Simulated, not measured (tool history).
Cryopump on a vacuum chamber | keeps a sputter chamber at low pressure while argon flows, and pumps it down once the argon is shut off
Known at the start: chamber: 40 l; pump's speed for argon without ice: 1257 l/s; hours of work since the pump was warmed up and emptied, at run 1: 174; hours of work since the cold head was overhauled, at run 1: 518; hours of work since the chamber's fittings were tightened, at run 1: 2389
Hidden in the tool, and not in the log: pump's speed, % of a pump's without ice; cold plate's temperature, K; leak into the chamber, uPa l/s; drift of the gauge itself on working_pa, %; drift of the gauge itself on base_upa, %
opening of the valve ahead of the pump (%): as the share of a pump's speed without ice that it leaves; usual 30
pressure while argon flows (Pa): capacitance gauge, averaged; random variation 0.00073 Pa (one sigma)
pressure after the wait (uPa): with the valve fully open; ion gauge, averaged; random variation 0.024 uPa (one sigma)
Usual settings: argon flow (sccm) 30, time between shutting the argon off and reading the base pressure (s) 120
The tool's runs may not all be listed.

run,hour,argon flow (sccm),time between shutting the argon off and reading the base pressure (s),opening of the valve ahead of the pump (%),hours of work since the pump was warmed up and emptied,hours of work since the cold head was overhauled,hours of work since the chamber's fittings were tightened,pressure while argon flows (Pa),pressure after the wait (uPa)
1,0.0,30,120,30,174,518,2389,0.1376,1.89
2,12.0,30,120,30,180,525,2396,0.1397,1.86
3,28.3,30,120,30,189,533,2404,0.1380,1.82
4,51.7,30,51,30,201,546,2416,0.1395,2.76
5,71.4,30,51,30,211,556,2427,0.1403,2.78
6,87.0,30,120,30,219,564,2435,0.1376,1.94
7,101.3,30,120,30,227,572,2442,0.1377,1.89
8,114.4,30,120,30,234,578,2449,0.1404,1.90
9,133.4,30,120,30,244,588,2459,0.1405,1.92
10,154.7,30,120,30,255,600,2470,0.1397,1.91
11,175.1,30,120,30,266,610,2481,0.1400,1.92
12,192.6,53,182,22,275,619,2490,0.3354,1.70
13,209.4,60,21,30,284,628,2499,0.2825,5.27
14,232.1,60,21,30,295,640,2511,0.2820,5.15
15,254.6,41,120,30,307,652,2523,0.1910,1.94
16,266.5,56,222,30,313,658,2529,0.2640,1.71
17,287.1,30,105,41,324,669,2540,0.1057,2.09
18,297.7,30,35,45,330,675,2545,0.0966,3.68
# hour 320.5: pump warmed up, emptied and cooled again
19,325.5,17,44,31,3,687,2557,0.0739,2.98
20,336.4,25,40,17,8,692,2563,0.1992,3.25
21,361.0,25,40,17,21,705,2576,0.1983,3.21

5 ways to go on from here, each from the tool as it stands after run 21. What would each give?
A,385.8,35,59,51,34,718,2589,?,?
B,385.8,43,77,51,34,718,2589,?,?
C,385.8,33,54,23,34,718,2589,?,?
D,385.8,25,28,19,34,718,2589,?,?
E,385.8,60,40,20,34,718,2589,?,?

run,pressure while argon flows (Pa),pressure after the wait (uPa)
A,0.0928,2.59
B,0.1159,2.23
C,0.1946,2.70
D,0.1787,4.10
E,0.4075,3.26
Without the tool's hidden state the same runs would have given:
run,pressure while argon flows (Pa),pressure after the wait (uPa)
A,0.0915,1.65
B,0.1142,1.32
C,0.1934,1.78
D,0.1778,3.17
E,0.4052,2.32
